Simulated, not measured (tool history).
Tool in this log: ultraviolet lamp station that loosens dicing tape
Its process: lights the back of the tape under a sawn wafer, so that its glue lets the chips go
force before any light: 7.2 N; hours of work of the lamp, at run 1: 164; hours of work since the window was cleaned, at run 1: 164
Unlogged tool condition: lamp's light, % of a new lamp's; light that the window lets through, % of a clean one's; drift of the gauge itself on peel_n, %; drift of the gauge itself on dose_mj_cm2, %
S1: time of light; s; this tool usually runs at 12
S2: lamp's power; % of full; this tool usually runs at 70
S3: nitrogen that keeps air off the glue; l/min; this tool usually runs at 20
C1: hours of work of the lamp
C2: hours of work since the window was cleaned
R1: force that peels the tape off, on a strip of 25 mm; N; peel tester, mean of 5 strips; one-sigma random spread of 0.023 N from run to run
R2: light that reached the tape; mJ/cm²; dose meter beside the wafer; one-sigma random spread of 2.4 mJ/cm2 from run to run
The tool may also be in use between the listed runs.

run,hour,S1,S2,S3,C1,C2,R1,R2
1,0,12,70,20,164,164,1.276,237
2,6.2,12,70,20,168,168,1.269,233
3,12.4,20,70,20,172,172,0.515,395
4,22.8,12,70,23,179,179,1.198,238
5,28,12,97,23,182,182,0.717,326
6,38.6,12,97,23,189,189,0.681,326
7,43.5,12,97,23,192,192,0.688,333
8,49.2,12,97,23,196,196,0.682,325
9,56,15,70,20,200,200,0.9,295
10,61,7,70,11,204,204,2.757,135
11,70.7,7,73,33,210,210,2.25,142
12,78.1,14,72,9,215,215,1.328,277
13,83.2,14,70,7,218,218,1.473,270
14,90.7,14,70,7,223,223,1.448,268
15,96.6,6,87,7,227,227,2.977,144
16,103.8,14,70,20,231,231,1.003,271
17,114.9,14,70,20,238,238,1.041,273
18,121.6,24,67,14,243,243,0.49,443

5 options for the next run, each taken on its own from the tool as it stands now. Forecast them:
A,130.5,12,70,17,248,248,?,?
B,130.5,17,75,12,248,248,?,?
C,130.5,7,70,34,248,248,?,?
D,130.5,24,67,15,248,248,?,?
E,130.5,7,67,14,248,248,?,?

run,R1,R2
A,1.348,231
B,0.788,352
C,2.439,131
D,0.481,442
E,2.862,126
Stripped of hidden state, with their random variation kept, the same runs would have yielded:
run,R1,R2
A,1.143,257
B,0.65,391
C,2.165,146
D,0.402,492
E,2.591,141
